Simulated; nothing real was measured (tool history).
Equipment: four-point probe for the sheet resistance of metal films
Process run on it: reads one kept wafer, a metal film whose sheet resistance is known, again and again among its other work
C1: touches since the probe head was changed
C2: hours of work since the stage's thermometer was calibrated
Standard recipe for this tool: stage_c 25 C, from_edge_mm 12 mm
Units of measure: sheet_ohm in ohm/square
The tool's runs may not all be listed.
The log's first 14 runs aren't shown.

Run 15, hour 587.2: usual settings but stage_c 21 C; C1 55715; C2 961. Result: sheet_ohm 0.095094 ohm/square.
Run 16, hour 622.7: usual settings but stage_c 21 C; C1 57071; C2 979. Result: sheet_ohm 0.095074 ohm/square.
Run 17, hour 672.8: usual settings but stage_c 21 C; C1 58978; C2 1004. Result: sheet_ohm 0.095083 ohm/square.
Run 18, hour 706: usual settings but stage_c 21 C; C1 60244; C2 1020. Result: sheet_ohm 0.095044 ohm/square.
Run 19, hour 738.3: usual settings but stage_c 30 C; C1 61480; C2 1036. Result: sheet_ohm 0.094678 ohm/square.
Run 20, hour 781: usual settings but stage_c 34 C, from_edge_mm 58 mm; C1 63106; C2 1057. Result: sheet_ohm 0.094026 ohm/square.
Run 21, hour 813: usual settings but stage_c 30 C, from_edge_mm 22 mm; C1 64326; C2 1073. Result: sheet_ohm 0.094285 ohm/square.
Run 22, hour 854.3: usual settings but stage_c 26 C, from_edge_mm 3 mm; C1 65904; C2 1094. Result: sheet_ohm 0.102452 ohm/square.
Run 23, hour 889.2: usual settings but stage_c 28 C, from_edge_mm 38 mm; C1 67234; C2 1111. Result: sheet_ohm 0.094231 ohm/square.
At hour 892.4: stage's thermometer calibrated.
Run 24, hour 930.3: usual settings but stage_c 33 C, from_edge_mm 38 mm; C1 68780; C2 19. Result: sheet_ohm 0.094017 ohm/square.
Run 25, hour 957: usual settings but stage_c 27 C, from_edge_mm 9 mm; C1 69800; C2 32. Result: sheet_ohm 0.095183 ohm/square.
Run 26, hour 998.5: usual settings but stage_c 29 C, from_edge_mm 40 mm; C1 71384; C2 53. Result: sheet_ohm 0.094113 ohm/square.
Run 27, hour 1033.7: usual settings but from_edge_mm 7 mm; C1 72726; C2 70. Result: sheet_ohm 0.095839 ohm/square.
Run 28, hour 1080.1: usual settings but stage_c 26 C, from_edge_mm 20 mm; C1 74496; C2 93. Result: sheet_ohm 0.094357 ohm/square.
Run 29, hour 1104.8: usual settings but stage_c 26 C, from_edge_mm 20 mm; C1 75437; C2 106. Result: sheet_ohm 0.094364 ohm/square.
At hour 1143.6: stage's thermometer calibrated, once more.
Run 30, hour 1157.2: usual settings but stage_c 23 C, from_edge_mm 6 mm; C1 77416; C2 7. Result: sheet_ohm 0.096552 ohm/square.
Run 31, hour 1213.4: usual settings but stage_c 23 C, from_edge_mm 6 mm; C1 79559; C2 35. Result: sheet_ohm 0.096501 ohm/square.
Run 32, hour 1271.1: usual settings but stage_c 27 C, from_edge_mm 16 mm; C1 81762; C2 63. Result: sheet_ohm 0.094427 ohm/square.
Run 33, hour 1296.5: usual settings but stage_c 27 C, from_edge_mm 16 mm; C1 82732; C2 76. Result: sheet_ohm 0.094424 ohm/square.
Run 34, hour 1350.8: usual settings but stage_c 19 C; C1 84801; C2 103. Result: sheet_ohm 0.094962 ohm/square.
Run 35, hour 1379.4: usual settings but stage_c 19 C; C1 85893; C2 117. Result: sheet_ohm 0.094965 ohm/square.

5 options for the next run, each taken on its own from the tool as it stands now. Forecast them:
Run A, hour 1419.7: usual settings but stage_c 33 C, from_edge_mm 15 mm; C1 87428; C2 137. Result: sheet_ohm ?.
Run B, hour 1419.7: usual settings but from_edge_mm 11 mm; C1 87428; C2 137. Result: sheet_ohm ?.
Run C, hour 1419.7: usual settings but from_edge_mm 70 mm; C1 87428; C2 137. Result: sheet_ohm ?.
Run D, hour 1419.7: usual settings but stage_c 27 C; C1 87428; C2 137. Result: sheet_ohm ?.
Run E, hour 1419.7: usual settings but stage_c 31 C, from_edge_mm 29 mm; C1 87428; C2 137. Result: sheet_ohm ?.

run  sheet_ohm
  A   0.094245
  B   0.094797
  C   0.094149
  D   0.094635
  E   0.094011
Stripped of hidden state, with their random variation kept, the same runs would have yielded:
run  sheet_ohm
  A   0.095231
  B   0.095789
  C   0.095135
  D   0.095625
  E   0.094995

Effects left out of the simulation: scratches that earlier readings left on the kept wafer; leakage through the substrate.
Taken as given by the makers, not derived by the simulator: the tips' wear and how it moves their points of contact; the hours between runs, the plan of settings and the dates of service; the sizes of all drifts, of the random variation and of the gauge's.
